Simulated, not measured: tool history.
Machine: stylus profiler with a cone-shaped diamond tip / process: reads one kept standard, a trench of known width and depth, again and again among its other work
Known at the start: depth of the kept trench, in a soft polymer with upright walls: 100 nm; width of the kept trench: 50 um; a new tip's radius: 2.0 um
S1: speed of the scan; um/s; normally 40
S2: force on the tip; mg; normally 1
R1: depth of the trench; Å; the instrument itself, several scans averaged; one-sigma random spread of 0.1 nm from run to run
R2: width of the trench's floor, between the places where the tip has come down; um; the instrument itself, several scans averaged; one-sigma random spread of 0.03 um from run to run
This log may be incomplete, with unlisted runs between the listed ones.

run 1 hour=0 | S1=40 S2=1 | R1=1008.6 R2=47.87
run 2 hour=12.1 | S1=60 S2=1 | R1=1008.6 R2=47.72
run 3 hour=26.9 | S1=17 S2=1 | R1=1009.5 R2=48.09
run 4 hour=43.2 | S1=17 S2=1 | R1=1009.2 R2=48.01
run 5 hour=59.1 | S1=17 S2=1 | R1=1007 R2=48.02
run 6 hour=73.1 | S1=40 S2=0.92 | R1=1007.8 R2=47.85
run 7 hour=82.8 | S1=40 S2=0.92 | R1=1008.4 R2=47.86
run 8 hour=96 | S1=40 S2=0.69 | R1=1007 R2=47.81
run 9 hour=108.1 | S1=40 S2=1 | R1=1009.2 R2=47.83
run 10 hour=122.5 | S1=40 S2=1 | R1=1006.6 R2=47.84
run 11 hour=135.3 | S1=40 S2=1 | R1=1008.1 R2=47.85
run 12 hour=145.2 | S1=40 S2=1 | R1=1008.1 R2=47.89
run 13 hour=156.7 | S1=40 S2=1 | R1=1008.7 R2=47.83
run 14 hour=166.6 | S1=40 S2=0.49 | R1=1006.9 R2=47.78
run 15 hour=176.6 | S1=40 S2=0.42 | R1=1007.7 R2=47.7
run 16 hour=190.2 | S1=40 S2=0.42 | R1=1007.3 R2=47.67
run 17 hour=200.5 | S1=57 S2=2.69 | R1=1012.2 R2=47.92
run 18 hour=210.2 | S1=57 S2=2.69 | R1=1012.8 R2=47.91
run 19 hour=226.8 | S1=23 S2=2.46 | R1=1013.2 R2=48.05
run 20 hour=241.2 | S1=40 S2=1.61 | R1=1012.2 R2=47.9
run 21 hour=256.5 | S1=40 S2=1.61 | R1=1010.3 R2=47.88
run 22 hour=269.4 | S1=40 S2=1.61 | R1=1010.5 R2=47.89
run 23 hour=282.3 | S1=148 S2=1.77 | R1=1010.6 R2=47.32
run 24 hour=298.4 | S1=31 S2=0.58 | R1=1006.8 R2=47.78
run 25 hour=315.2 | S1=35 S2=1.51 | R1=1010 R2=47.92
run 26 hour=323.2 | S1=114 S2=0.59 | R1=1009.5 R2=46.99
run 27 hour=334.8 | S1=114 S2=0.59 | R1=1009 R2=47.07

Some steps in R1 between neighbouring runs. How much of each would the tool show without its hidden state too (settings, what came in, random variation), and how much is left for the hidden state, with any gauge scatter that isn't in both results?
The hidden state here: radius of the tip, um; height scale over the true one, %; drift of the gauge itself on depth_nm, %; drift of the gauge itself on floor_um, %.
Run 1 -> 2: S1 40 -> 60. R1 +0 Å: hidden state +0.1, all else -0.1.
Run 5 -> 6: S1 17 -> 40, S2 1 -> 0.92. R1 +0.8 Å: hidden state +0.1, all else +0.7.
Run 16 -> 17: S1 40 -> 57, S2 0.42 -> 2.69. R1 +4.9 Å: hidden state +0, all else +4.9.
Run 23 -> 24: S1 148 -> 31, S2 1.77 -> 0.58. R1 -3.8 Å: hidden state +0, all else -3.8.
